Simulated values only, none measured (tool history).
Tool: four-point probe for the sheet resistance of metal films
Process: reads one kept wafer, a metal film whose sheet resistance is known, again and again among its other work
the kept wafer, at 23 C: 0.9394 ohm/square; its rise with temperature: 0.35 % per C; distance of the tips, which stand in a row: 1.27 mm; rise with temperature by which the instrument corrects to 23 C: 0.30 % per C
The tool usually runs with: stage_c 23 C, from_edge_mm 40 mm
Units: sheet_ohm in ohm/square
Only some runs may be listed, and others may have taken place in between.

run   hour  stage_c  from_edge_mm  sheet_ohm
  1    0.0       23            40   0.943918
  2   57.2       23            40   0.944634
  3   93.5       23            40   0.944252
  4  128.4       23            40   0.944528
  5  187.6       23            40   0.944745
  6  241.9       23            40   0.944883
  7  288.4       23            40   0.944737
  8  325.4       23            40   0.944955
  9  384.6       23            40   0.944944
 10  448.2       23            40   0.944979
 11  498.0       34             6   0.971777

Estimate the outcome of run 12 from the log above:
 12  566.6       35            22          ?

Run 12 yielded sheet_ohm 0.951512 ohm/square.
With no hidden state in the tool, this same run would have given sheet_ohm 0.946154 ohm/square.

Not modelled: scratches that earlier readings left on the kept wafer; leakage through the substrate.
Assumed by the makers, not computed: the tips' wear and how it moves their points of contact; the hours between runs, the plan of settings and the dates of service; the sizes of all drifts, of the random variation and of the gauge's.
